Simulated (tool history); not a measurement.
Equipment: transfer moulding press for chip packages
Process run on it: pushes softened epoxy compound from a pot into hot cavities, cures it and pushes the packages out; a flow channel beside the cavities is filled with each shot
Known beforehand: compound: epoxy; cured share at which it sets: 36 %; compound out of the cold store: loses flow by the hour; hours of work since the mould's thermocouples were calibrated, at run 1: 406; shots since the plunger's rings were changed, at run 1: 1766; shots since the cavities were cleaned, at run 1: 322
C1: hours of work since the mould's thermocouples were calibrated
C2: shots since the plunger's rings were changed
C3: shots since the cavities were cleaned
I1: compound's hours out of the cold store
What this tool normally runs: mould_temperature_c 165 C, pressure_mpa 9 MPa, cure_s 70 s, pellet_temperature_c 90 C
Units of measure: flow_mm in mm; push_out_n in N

{"run": 1, "day": 0.0, "mould_temperature_c": 165, "pressure_mpa": 9, "cure_s": 70, "pellet_temperature_c": 90, "C1": 406, "C2": 1766, "C3": 322, "I1": 41.1, "flow_mm": 531, "push_out_n": 1102}
{"run": 2, "day": 0.642, "mould_temperature_c": 165, "pressure_mpa": 9, "cure_s": 70, "pellet_temperature_c": 90, "C1": 416, "C2": 1990, "C3": 546, "I1": 24.6, "flow_mm": 558, "push_out_n": 1324}
{"day": 0.854, "done": "cavities cleaned with cleaning compound and waxed"}
{"run": 3, "day": 1.733, "mould_temperature_c": 165, "pressure_mpa": 9, "cure_s": 70, "pellet_temperature_c": 90, "C1": 432, "C2": 2351, "C3": 308, "I1": 15.8, "flow_mm": 574, "push_out_n": 1180}
{"day": 2.629, "done": "cavities cleaned with cleaning compound and waxed"}
{"run": 4, "day": 2.904, "mould_temperature_c": 165, "pressure_mpa": 8.04, "cure_s": 70, "pellet_temperature_c": 90, "C1": 449, "C2": 2737, "C3": 95, "I1": 47.5, "flow_mm": 500, "push_out_n": 868}
{"day": 3.583, "done": "mould's thermocouples calibrated"}
{"run": 5, "day": 3.954, "mould_temperature_c": 165, "pressure_mpa": 9, "cure_s": 70, "pellet_temperature_c": 90, "C1": 6, "C2": 3076, "C3": 434, "I1": 26.8, "flow_mm": 548, "push_out_n": 1211}
{"day": 4.458, "done": "cavities cleaned with cleaning compound and waxed"}
{"run": 6, "day": 4.521, "mould_temperature_c": 165, "pressure_mpa": 7.9, "cure_s": 70, "pellet_temperature_c": 90, "C1": 13, "C2": 3252, "C3": 21, "I1": 44, "flow_mm": 491, "push_out_n": 770}
{"run": 7, "day": 5.425, "mould_temperature_c": 165, "pressure_mpa": 7.9, "cure_s": 70, "pellet_temperature_c": 90, "C1": 27, "C2": 3568, "C3": 337, "I1": 34.7, "flow_mm": 502, "push_out_n": 1179}
{"day": 6.246, "done": "cavities cleaned with cleaning compound and waxed"}
{"run": 8, "day": 6.246, "mould_temperature_c": 165, "pressure_mpa": 9, "cure_s": 70, "pellet_temperature_c": 90, "C1": 39, "C2": 3833, "C3": 0, "I1": 42.2, "flow_mm": 515, "push_out_n": 744}
{"run": 9, "day": 7.075, "mould_temperature_c": 165, "pressure_mpa": 9, "cure_s": 70, "pellet_temperature_c": 90, "C1": 51, "C2": 4123, "C3": 290, "I1": 10.4, "flow_mm": 562, "push_out_n": 1191}
{"day": 7.996, "done": "cavities cleaned with cleaning compound and waxed"}
{"day": 8.2, "done": "plunger's sealing rings changed"}
{"run": 10, "day": 8.271, "mould_temperature_c": 165, "pressure_mpa": 9, "cure_s": 70, "pellet_temperature_c": 84, "C1": 67, "C2": 25, "C3": 60, "I1": 34.8, "flow_mm": 564, "push_out_n": 891}
{"run": 11, "day": 9.146, "mould_temperature_c": 165, "pressure_mpa": 9, "cure_s": 70, "pellet_temperature_c": 99, "C1": 81, "C2": 331, "C3": 366, "I1": 25.3, "flow_mm": 573, "push_out_n": 1116}
{"day": 9.858, "done": "cavities cleaned with cleaning compound and waxed"}
{"run": 12, "day": 10.033, "mould_temperature_c": 165, "pressure_mpa": 9, "cure_s": 70, "pellet_temperature_c": 90, "C1": 93, "C2": 619, "C3": 61, "I1": 13.3, "flow_mm": 589, "push_out_n": 869}
{"run": 13, "day": 10.929, "mould_temperature_c": 165, "pressure_mpa": 9, "cure_s": 70, "pellet_temperature_c": 90, "C1": 107, "C2": 933, "C3": 375, "I1": 40.5, "flow_mm": 549, "push_out_n": 1128}
{"day": 11.621, "done": "cavities cleaned with cleaning compound and waxed"}
{"run": 14, "day": 11.925, "mould_temperature_c": 165, "pressure_mpa": 9, "cure_s": 70, "pellet_temperature_c": 90, "C1": 121, "C2": 1259, "C3": 107, "I1": 43, "flow_mm": 543, "push_out_n": 902}
{"run": 15, "day": 12.571, "mould_temperature_c": 165, "pressure_mpa": 8.13, "cure_s": 95, "pellet_temperature_c": 90, "C1": 131, "C2": 1485, "C3": 333, "I1": 9.3, "flow_mm": 565, "push_out_n": 744}
{"run": 16, "day": 13.15, "mould_temperature_c": 160, "pressure_mpa": 9, "cure_s": 70, "pellet_temperature_c": 90, "C1": 140, "C2": 1688, "C3": 536, "I1": 9.2, "flow_mm": 604, "push_out_n": 2020}
{"day": 13.35, "done": "cavities cleaned with cleaning compound and waxed"}
{"run": 17, "day": 14.333, "mould_temperature_c": 166, "pressure_mpa": 9, "cure_s": 98, "pellet_temperature_c": 90, "C1": 157, "C2": 2078, "C3": 343, "I1": 46.8, "flow_mm": 529, "push_out_n": 696}
{"day": 15.129, "done": "cavities cleaned with cleaning compound and waxed"}
{"run": 18, "day": 15.392, "mould_temperature_c": 166, "pressure_mpa": 9.35, "cure_s": 91, "pellet_temperature_c": 90, "C1": 172, "C2": 2428, "C3": 93, "I1": 22.7, "flow_mm": 573, "push_out_n": 560}
{"run": 19, "day": 16.325, "mould_temperature_c": 165, "pressure_mpa": 6.85, "cure_s": 70, "pellet_temperature_c": 93, "C1": 187, "C2": 2754, "C3": 419, "I1": 39.7, "flow_mm": 470, "push_out_n": 1186}
{"day": 16.879, "done": "cavities cleaned with cleaning compound and waxed"}
{"run": 20, "day": 17.45, "mould_temperature_c": 165, "pressure_mpa": 6.85, "cure_s": 70, "pellet_temperature_c": 93, "C1": 203, "C2": 3125, "C3": 199, "I1": 43, "flow_mm": 457, "push_out_n": 997}
{"run": 21, "day": 18.462, "mould_temperature_c": 165, "pressure_mpa": 6.85, "cure_s": 70, "pellet_temperature_c": 93, "C1": 218, "C2": 3479, "C3": 553, "I1": 33.8, "flow_mm": 469, "push_out_n": 1323}
{"day": 18.633, "done": "cavities cleaned with cleaning compound and waxed"}
{"run": 22, "day": 19.625, "mould_temperature_c": 165, "pressure_mpa": 6.85, "cure_s": 70, "pellet_temperature_c": 93, "C1": 235, "C2": 3864, "C3": 347, "I1": 35.6, "flow_mm": 462, "push_out_n": 1124}
{"run": 23, "day": 20.238, "mould_temperature_c": 165, "pressure_mpa": 6.85, "cure_s": 104, "pellet_temperature_c": 88, "C1": 245, "C2": 4077, "C3": 560, "I1": 40.9, "flow_mm": 456, "push_out_n": 789}
{"day": 20.4, "done": "cavities cleaned with cleaning compound and waxed"}
{"run": 24, "day": 21.342, "mould_temperature_c": 165, "pressure_mpa": 6.85, "cure_s": 55, "pellet_temperature_c": 97, "C1": 260, "C2": 4441, "C3": 328, "I1": 46.1, "flow_mm": 441, "push_out_n": 1954}
{"day": 21.517, "done": "plunger's sealing rings changed"}
{"run": 25, "day": 22.008, "mould_temperature_c": 169, "pressure_mpa": 9.12, "cure_s": 54, "pellet_temperature_c": 90, "C1": 269, "C2": 172, "C3": 526, "I1": 29.9, "flow_mm": 574, "push_out_n": 1938}
{"day": 22.288, "done": "cavities cleaned with cleaning compound and waxed"}
{"run": 26, "day": 22.704, "mould_temperature_c": 164, "pressure_mpa": 9.12, "cure_s": 54, "pellet_temperature_c": 98, "C1": 279, "C2": 393, "C3": 145, "I1": 23.8, "flow_mm": 590, "push_out_n": 1822}

Expected results for the next run?
{"run": 27, "day": 23.283, "mould_temperature_c": 165, "pressure_mpa": 9, "cure_s": 70, "pellet_temperature_c": 97, "C1": 288, "C2": 596, "C3": 348, "I1": 24, "flow_mm": "?", "push_out_n": "?"}

{"run 27": {"flow_mm": 579, "push_out_n": 1148}}
Minus the tool's unlogged condition, the same run would have read flow_mm 583 mm, push_out_n 718 N.
